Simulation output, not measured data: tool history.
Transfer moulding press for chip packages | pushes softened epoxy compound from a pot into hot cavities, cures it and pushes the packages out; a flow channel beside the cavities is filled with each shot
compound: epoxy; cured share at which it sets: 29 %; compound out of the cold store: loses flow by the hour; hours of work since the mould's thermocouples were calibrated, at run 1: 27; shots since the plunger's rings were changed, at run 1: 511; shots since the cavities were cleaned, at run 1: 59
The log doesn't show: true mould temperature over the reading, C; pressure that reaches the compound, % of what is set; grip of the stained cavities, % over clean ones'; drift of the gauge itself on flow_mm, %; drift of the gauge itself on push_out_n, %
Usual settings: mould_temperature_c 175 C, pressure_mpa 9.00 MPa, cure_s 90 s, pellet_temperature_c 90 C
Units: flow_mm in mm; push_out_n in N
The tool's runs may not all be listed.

run     day  mould_temperature_c  pressure_mpa  cure_s  pellet_temperature_c  hours of work since the mould's thermocouples were calibrated  shots since the plunger's rings were changed  shots since the cavities were cleaned  incoming compound's hours out of the cold store  flow_mm  push_out_n
  1   0.000                  175          9.00      90                    90                                                             27                                           511                                     59                                             40.8      886         378
  2   1.221                  175          9.00      90                    90                                                             48                                           892                                    440                                             20.9      990         496
      1.804  -- cavities cleaned with cleaning compound and waxed
  3   2.238                  175          9.00      90                    90                                                             64                                          1191                                    136                                             45.0      844         402
  4   3.121                  175          9.00      90                    90                                                             79                                          1466                                    411                                             35.1      892         511
      3.854  -- cavities cleaned with cleaning compound and waxed
  5   3.933                  175          9.00      90                    90                                                             92                                          1700                                     25                                             35.6      887         381
  6   4.729                  175          9.00      90                    90                                                            105                                          1948                                    273                                              8.9     1041         468
  7   5.242                  175          9.00      90                    90                                                            114                                          2109                                    434                                             18.7      968         505
      5.917  -- cavities cleaned with cleaning compound and waxed
  8   6.342                  175          9.00      90                    90                                                            131                                          2432                                    132                                             47.4      817         405
  9   7.204                  175          9.00      90                    84                                                            145                                          2701                                    401                                             35.2      866         483
      7.967  -- cavities cleaned with cleaning compound and waxed
 10   8.242                  175          9.00      90                    84                                                            162                                          3006                                     86                                             14.6      972         419
 11   9.133                  175          9.00      90                    84                                                            177                                          3284                                    364                                             28.4      913         490
 12   9.700                  175          9.48      98                    86                                                            186                                          3461                                    541                                             18.6      974         469
     10.038  -- cavities cleaned with cleaning compound and waxed
 13  10.329                  175          9.00      90                    89                                                            196                                          3637                                     90                                             14.3      978         410
 14  11.446                  175          9.00      90                    89                                                            215                                          3987                                    440                                             31.8      859         513

Hidden state or all else? Some run-to-run changes of flow_mm, split into what the settings, what came in and random variation would give without the hidden state, and what is left for the hidden state (with any gauge scatter that isn't in both results):
Run 5 -> 6: no setting changed, nothing entered. flow_mm +154 mm: hidden state -10, all else +164.
Run 9 -> 10: cavities cleaned with cleaning compound and waxed. flow_mm +106 mm: hidden state -11, all else +117.
